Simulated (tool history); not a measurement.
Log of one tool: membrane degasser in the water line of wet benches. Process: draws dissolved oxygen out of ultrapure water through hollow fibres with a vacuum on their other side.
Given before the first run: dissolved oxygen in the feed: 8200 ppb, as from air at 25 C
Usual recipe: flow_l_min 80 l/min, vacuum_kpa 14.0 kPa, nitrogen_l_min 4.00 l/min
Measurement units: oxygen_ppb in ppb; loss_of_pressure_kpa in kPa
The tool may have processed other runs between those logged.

run   hour  flow_l_min  vacuum_kpa  nitrogen_l_min  oxygen_ppb  loss_of_pressure_kpa
  1    0.0          80        14.0            4.00       493.6                 55.63
  2   25.6          80        28.0            4.00      1015.4                 55.75
  3   59.4          80        28.0            4.00      1017.2                 55.92
  4  117.5          80        14.0            3.86       507.9                 55.65
  5  168.4          80        14.0            3.86       509.7                 55.95
  6  208.5          80        14.0            3.86       509.3                 56.01
  7  261.7          80        14.0            3.86       505.5                 56.01
  8  319.7          80        14.0            2.39       734.8                 56.06
  9  354.4          80        14.0            2.39       735.8                 55.69
 10  394.0          80        14.0            2.39       735.7                 56.14
 11  439.1          80        14.0            2.39       735.6                 55.74
 12  489.6          80        14.0            2.39       727.8                 55.65
     493.8  -- vacuum gauge calibrated
 13  530.5          80        14.0            2.39       737.3                 56.09
 14  579.7          80        14.0            4.00       495.6                 55.74
 15  606.0          80        14.0            4.00       497.4                 55.89
     655.0  -- vacuum gauge calibrated, once more
 16  661.3          80        14.0            4.00       485.6                 56.08

Predict the results of run 17:
 17  691.3         116        17.4            4.00           ?                     ?

{"run 17": {"oxygen_ppb": 926.3, "loss_of_pressure_kpa": 80.58}}
If the tool had no hidden condition, the same run with the same run-to-run variation would have returned oxygen_ppb 921.6 ppb, loss_of_pressure_kpa 79.72 kPa.
